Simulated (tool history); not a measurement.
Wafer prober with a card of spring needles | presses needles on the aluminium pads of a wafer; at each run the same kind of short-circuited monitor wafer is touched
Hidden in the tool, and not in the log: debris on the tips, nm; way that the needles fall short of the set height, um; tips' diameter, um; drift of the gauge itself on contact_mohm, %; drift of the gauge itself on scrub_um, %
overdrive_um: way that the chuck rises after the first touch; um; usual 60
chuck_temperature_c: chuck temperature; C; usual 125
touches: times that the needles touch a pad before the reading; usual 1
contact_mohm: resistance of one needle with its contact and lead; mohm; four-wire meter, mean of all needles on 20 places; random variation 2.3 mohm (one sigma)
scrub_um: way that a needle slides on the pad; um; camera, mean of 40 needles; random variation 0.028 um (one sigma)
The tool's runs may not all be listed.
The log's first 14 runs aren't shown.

| run | hour | overdrive_um | chuck_temperature_c | touches | touches since the tips were cleaned | cleanings since the card got new needles | touches since the first contact's height was set | contact_mohm | scrub_um |
|---|---|---|---|---|---|---|---|---|---|
|  | 150.9 | tips cleaned on abrasive film |
| 15 | 150.9 | 60 | 100 | 1 | 0 | 17 | 117572 | 268 | 15.34 |
|  | 152.6 | height of the first contact set anew |
| 16 | 158.2 | 60 | 100 | 1 | 2239 | 17 | 1799 | 338 | 15.26 |
| 17 | 170.5 | 60 | 100 | 1 | 6159 | 17 | 5719 | 393 | 15.25 |
|  | 171.6 | tips cleaned on abrasive film |
| 18 | 185.2 | 60 | 92 | 3 | 4320 | 18 | 10380 | 297 | 15.19 |
|  | 192.3 | tips cleaned on abrasive film |
| 19 | 199.4 | 77 | 96 | 3 | 2279 | 19 | 14906 | 275 | 19.57 |
| 20 | 207.6 | 57 | 48 | 1 | 4899 | 19 | 17526 | 394 | 14.46 |
|  | 212.9 | tips cleaned on abrasive film |
| 21 | 214.5 | 69 | 48 | 1 | 516 | 20 | 19683 | 269 | 17.55 |
| 22 | 228.4 | 52 | 27 | 1 | 4958 | 20 | 24125 | 428 | 13.14 |
|  | 233.8 | tips cleaned on abrasive film |
|  | 241.6 | height of the first contact set anew, once more |
| 23 | 241.6 | 52 | 97 | 1 | 2387 | 21 | 0 | 369 | 13.41 |
| 24 | 253 | 60 | 34 | 1 | 6029 | 21 | 3642 | 387 | 15.47 |
|  | 254.4 | tips cleaned on abrasive film |
| 25 | 261.4 | 72 | 103 | 2 | 2224 | 22 | 6300 | 289 | 18.62 |
| 26 | 268.5 | 72 | 103 | 2 | 4499 | 22 | 8575 | 308 | 18.57 |
|  | 275.2 | tips cleaned on abrasive film |
| 27 | 276.2 | 48 | 103 | 1 | 316 | 23 | 11017 | 283 | 12.32 |
| 28 | 290 | 64 | 125 | 1 | 4709 | 23 | 15410 | 361 | 16.46 |
|  | 295.9 | tips cleaned on abrasive film |
| 29 | 298 | 51 | 71 | 2 | 680 | 24 | 17951 | 282 | 13.13 |
| 30 | 309.7 | 51 | 71 | 2 | 4390 | 24 | 21661 | 346 | 13.12 |
|  | 316.3 | tips cleaned on abrasive film |
| 31 | 321.5 | 60 | 67 | 1 | 1670 | 25 | 25413 | 318 | 15.41 |
| 32 | 330.7 | 67 | 29 | 3 | 4600 | 25 | 28343 | 275 | 17.23 |
|  | 336.7 | tips cleaned on abrasive film |
| 33 | 342.8 | 67 | 29 | 2 | 1955 | 26 | 32202 | 277 | 17.27 |
| 34 | 349.4 | 40 | 49 | 1 | 4050 | 26 | 34297 | 505 | 10.26 |

Forecast each of these 3 alternatives for the next run:
|  | 357.7 | tips cleaned on abrasive film |
| A | 361.5 | 55 | 85 | 3 | 1211 | 27 | 38125 | ? | ? |
|  | 357.7 | tips cleaned on abrasive film |
| B | 361.5 | 40 | 34 | 2 | 1211 | 27 | 38125 | ? | ? |
|  | 357.7 | tips cleaned on abrasive film |
| C | 361.5 | 49 | 33 | 2 | 1211 | 27 | 38125 | ? | ? |

| run | contact_mohm | scrub_um |
|---|---|---|
| A | 280 | 14.13 |
| B | 324 | 10.24 |
| C | 297 | 12.55 |
Without the tool's hidden state the same runs would have given:
| run | contact_mohm | scrub_um |
|---|---|---|
| A | 254 | 14.2 |
| B | 242 | 10.31 |
| C | 240 | 12.62 |

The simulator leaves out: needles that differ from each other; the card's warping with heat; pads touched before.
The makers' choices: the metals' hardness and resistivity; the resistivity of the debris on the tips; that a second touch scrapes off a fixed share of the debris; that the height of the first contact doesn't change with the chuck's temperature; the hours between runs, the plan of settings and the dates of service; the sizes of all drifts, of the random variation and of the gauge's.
